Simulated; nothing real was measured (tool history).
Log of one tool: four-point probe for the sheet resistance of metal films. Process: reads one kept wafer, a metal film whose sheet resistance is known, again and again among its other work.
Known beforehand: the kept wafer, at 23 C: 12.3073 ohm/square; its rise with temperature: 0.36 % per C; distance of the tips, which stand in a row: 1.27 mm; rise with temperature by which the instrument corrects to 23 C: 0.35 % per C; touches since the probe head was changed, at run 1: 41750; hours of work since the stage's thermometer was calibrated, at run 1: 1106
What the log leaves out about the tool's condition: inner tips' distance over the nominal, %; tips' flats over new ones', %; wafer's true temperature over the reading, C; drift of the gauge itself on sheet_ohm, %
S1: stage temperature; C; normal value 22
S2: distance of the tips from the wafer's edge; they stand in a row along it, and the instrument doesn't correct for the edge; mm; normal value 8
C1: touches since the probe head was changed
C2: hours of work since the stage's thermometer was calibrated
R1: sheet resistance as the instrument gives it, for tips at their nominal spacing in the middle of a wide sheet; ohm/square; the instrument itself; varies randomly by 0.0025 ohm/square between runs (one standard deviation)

run   hour  S1  S2     C1    C2         R1
  1    0.0  22   8  41750  1106  12.389371
  2   45.8  22   8  43336  1133  12.392770
  3   85.2  22   8  44701  1156  12.393601
  4  119.3  21   8  45882  1175  12.393357
  5  184.9  21   8  48156  1213  12.391634
  6  254.9  22   8  50582  1254  12.397889
  7  289.1  26   8  51767  1274  12.400448
  8  331.1  22  60  53223  1298  12.238361
  9  386.6  28   6  55148  1330  12.530133
 10  442.7  28  23  57091  1363  12.267637

Run 11 has not been measured yet. What should we expect?
 11  500.9  33   4  59109  1397   ?

{"run 11": {"R1": 12.879734}}
On a tool with no hidden condition, and with the same random variation, this run would have come out at R1 12.952676 ohm/square.

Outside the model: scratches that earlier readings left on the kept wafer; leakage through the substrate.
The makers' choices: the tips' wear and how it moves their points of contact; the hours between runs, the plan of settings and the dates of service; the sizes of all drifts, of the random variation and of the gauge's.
